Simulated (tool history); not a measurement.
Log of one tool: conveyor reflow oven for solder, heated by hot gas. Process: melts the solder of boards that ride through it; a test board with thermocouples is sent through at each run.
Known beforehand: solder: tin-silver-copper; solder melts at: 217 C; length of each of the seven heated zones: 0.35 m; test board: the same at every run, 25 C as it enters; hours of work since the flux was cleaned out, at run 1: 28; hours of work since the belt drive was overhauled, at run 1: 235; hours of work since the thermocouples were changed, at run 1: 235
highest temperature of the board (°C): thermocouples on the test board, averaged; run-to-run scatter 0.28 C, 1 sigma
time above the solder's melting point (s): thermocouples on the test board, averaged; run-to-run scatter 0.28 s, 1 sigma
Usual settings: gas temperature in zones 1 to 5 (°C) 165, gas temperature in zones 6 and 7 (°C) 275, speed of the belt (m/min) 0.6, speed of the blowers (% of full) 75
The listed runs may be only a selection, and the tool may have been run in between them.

run,hour,gas temperature in zones 1 to 5 (°C),gas temperature in zones 6 and 7 (°C),speed of the belt (m/min),speed of the blowers (% of full),hours of work since the flux was cleaned out,hours of work since the belt drive was overhauled,hours of work since the thermocouples were changed,highest temperature of the board (°C),time above the solder's melting point (s)
1,0,165,275,0.6,75,28,235,235,259.4,54.9
2,27.2,165,275,0.6,75,41,249,249,259.7,54.9
3,47.9,165,275,0.6,75,51,259,259,259.4,55.2
4,79.3,165,275,0.6,75,67,274,274,259.6,55
5,94.3,165,289,0.6,75,74,281,281,271.8,60.7
6,122.9,165,289,0.6,75,88,295,295,272,60.3
7,146.4,162,286,0.6,79,100,307,307,270,59
8,170.5,162,286,0.6,79,111,319,319,269.8,59.1
# hour 177.2: flux residue cleaned out of gas plates and filters
9,189.9,162,286,0.6,79,6,326,326,269.4,59.3
10,217.4,160,275,0.6,56,20,339,339,252.9,48.5
11,243.3,165,275,0.635,62,32,352,352,253,47.6
12,265.3,165,275,0.635,62,43,363,363,253.9,47.5

4 ways to go on from here, each from the tool as it stands after run 12. What would each give?
A,280.7,165,275,0.651,62,51,370,370,?,?
B,280.7,175,265,0.702,75,51,370,370,?,?
C,280.7,165,275,0.6,57,51,370,370,?,?
D,280.7,165,264,0.641,55,51,370,370,?,?

run,highest temperature of the board (°C),time above the solder's melting point (s)
A,252.8,45.9
B,247,41.3
C,254.5,50.8
D,242.2,38.4
Without the tool's hidden state the same runs would have given:
run,highest temperature of the board (°C),time above the solder's melting point (s)
A,252.7,45.4
B,246.9,41
C,254.3,50.1
D,242,37.9

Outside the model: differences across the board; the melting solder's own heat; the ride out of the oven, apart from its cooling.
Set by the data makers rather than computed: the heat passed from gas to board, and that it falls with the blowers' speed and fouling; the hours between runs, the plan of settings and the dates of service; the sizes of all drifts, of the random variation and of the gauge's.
